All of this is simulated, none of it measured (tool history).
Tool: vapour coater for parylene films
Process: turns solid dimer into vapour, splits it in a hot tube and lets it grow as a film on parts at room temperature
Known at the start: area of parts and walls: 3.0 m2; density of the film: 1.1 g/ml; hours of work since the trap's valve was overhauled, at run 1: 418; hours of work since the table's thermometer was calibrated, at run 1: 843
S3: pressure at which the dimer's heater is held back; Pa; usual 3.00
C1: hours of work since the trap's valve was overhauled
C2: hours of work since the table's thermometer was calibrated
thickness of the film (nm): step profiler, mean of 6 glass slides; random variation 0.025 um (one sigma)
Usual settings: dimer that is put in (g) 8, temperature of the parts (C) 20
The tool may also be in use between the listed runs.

run 1 day=0.000 | dimer_that_is_put_in_(g)=8 temperature_of_the_parts_(C)=20 S3=3.00 | C1=418 C2=843 | thickness_of_the_film_(nm)=1580
run 2 day=1.046 | dimer_that_is_put_in_(g)=8 temperature_of_the_parts_(C)=20 S3=3.00 | C1=436 C2=861 | thickness_of_the_film_(nm)=1540
run 3 day=1.792 | dimer_that_is_put_in_(g)=8 temperature_of_the_parts_(C)=20 S3=6.82 | C1=448 C2=873 | thickness_of_the_film_(nm)=1340
-- day=2.483 trap's valve overhauled
run 4 day=2.675 | dimer_that_is_put_in_(g)=8 temperature_of_the_parts_(C)=20 S3=3.00 | C1=3 C2=886 | thickness_of_the_film_(nm)=1800
run 5 day=3.717 | dimer_that_is_put_in_(g)=8 temperature_of_the_parts_(C)=20 S3=3.00 | C1=21 C2=904 | thickness_of_the_film_(nm)=1770
run 6 day=4.675 | dimer_that_is_put_in_(g)=8 temperature_of_the_parts_(C)=20 S3=3.00 | C1=38 C2=920 | thickness_of_the_film_(nm)=1770
run 7 day=5.708 | dimer_that_is_put_in_(g)=8 temperature_of_the_parts_(C)=20 S3=3.00 | C1=55 C2=938 | thickness_of_the_film_(nm)=1720
run 8 day=6.650 | dimer_that_is_put_in_(g)=8 temperature_of_the_parts_(C)=13 S3=3.00 | C1=71 C2=954 | thickness_of_the_film_(nm)=2120
run 9 day=7.283 | dimer_that_is_put_in_(g)=8 temperature_of_the_parts_(C)=13 S3=3.00 | C1=82 C2=965 | thickness_of_the_film_(nm)=2060
run 10 day=8.100 | dimer_that_is_put_in_(g)=8 temperature_of_the_parts_(C)=20 S3=3.00 | C1=96 C2=979 | thickness_of_the_film_(nm)=1730
run 11 day=9.162 | dimer_that_is_put_in_(g)=8 temperature_of_the_parts_(C)=20 S3=3.00 | C1=115 C2=997 | thickness_of_the_film_(nm)=1690
run 12 day=9.796 | dimer_that_is_put_in_(g)=6 temperature_of_the_parts_(C)=17 S3=2.73 | C1=125 C2=1008 | thickness_of_the_film_(nm)=1420
run 13 day=10.438 | dimer_that_is_put_in_(g)=6 temperature_of_the_parts_(C)=12 S3=10.44 | C1=136 C2=1019 | thickness_of_the_film_(nm)=1240
run 14 day=11.567 | dimer_that_is_put_in_(g)=4 temperature_of_the_parts_(C)=20 S3=3.00 | C1=156 C2=1038 | thickness_of_the_film_(nm)=830
run 15 day=12.300 | dimer_that_is_put_in_(g)=8 temperature_of_the_parts_(C)=29 S3=10.10 | C1=168 C2=1051 | thickness_of_the_film_(nm)=1110
run 16 day=13.042 | dimer_that_is_put_in_(g)=8 temperature_of_the_parts_(C)=16 S3=10.10 | C1=181 C2=1063 | thickness_of_the_film_(nm)=1490
run 17 day=14.254 | dimer_that_is_put_in_(g)=8 temperature_of_the_parts_(C)=16 S3=10.10 | C1=202 C2=1084 | thickness_of_the_film_(nm)=1450
run 18 day=14.921 | dimer_that_is_put_in_(g)=8 temperature_of_the_parts_(C)=20 S3=2.97 | C1=213 C2=1096 | thickness_of_the_film_(nm)=1690
run 19 day=15.858 | dimer_that_is_put_in_(g)=3 temperature_of_the_parts_(C)=15 S3=3.93 | C1=229 C2=1112 | thickness_of_the_film_(nm)=660
run 20 day=16.588 | dimer_that_is_put_in_(g)=4 temperature_of_the_parts_(C)=23 S3=9.84 | C1=242 C2=1124 | thickness_of_the_film_(nm)=640
run 21 day=17.708 | dimer_that_is_put_in_(g)=4 temperature_of_the_parts_(C)=23 S3=9.84 | C1=261 C2=1143 | thickness_of_the_film_(nm)=620

How the hidden state differs across the entries between the runs, from the last listed run before each to the first after it:
Between runs 3 and 4: trap's valve overhauled (day 2.483)
  vapour lost through the trap's worn valve, %: 15.4 -> 0.4
  measured less the result without the state, thickness of the film (nm): -230 -> +10
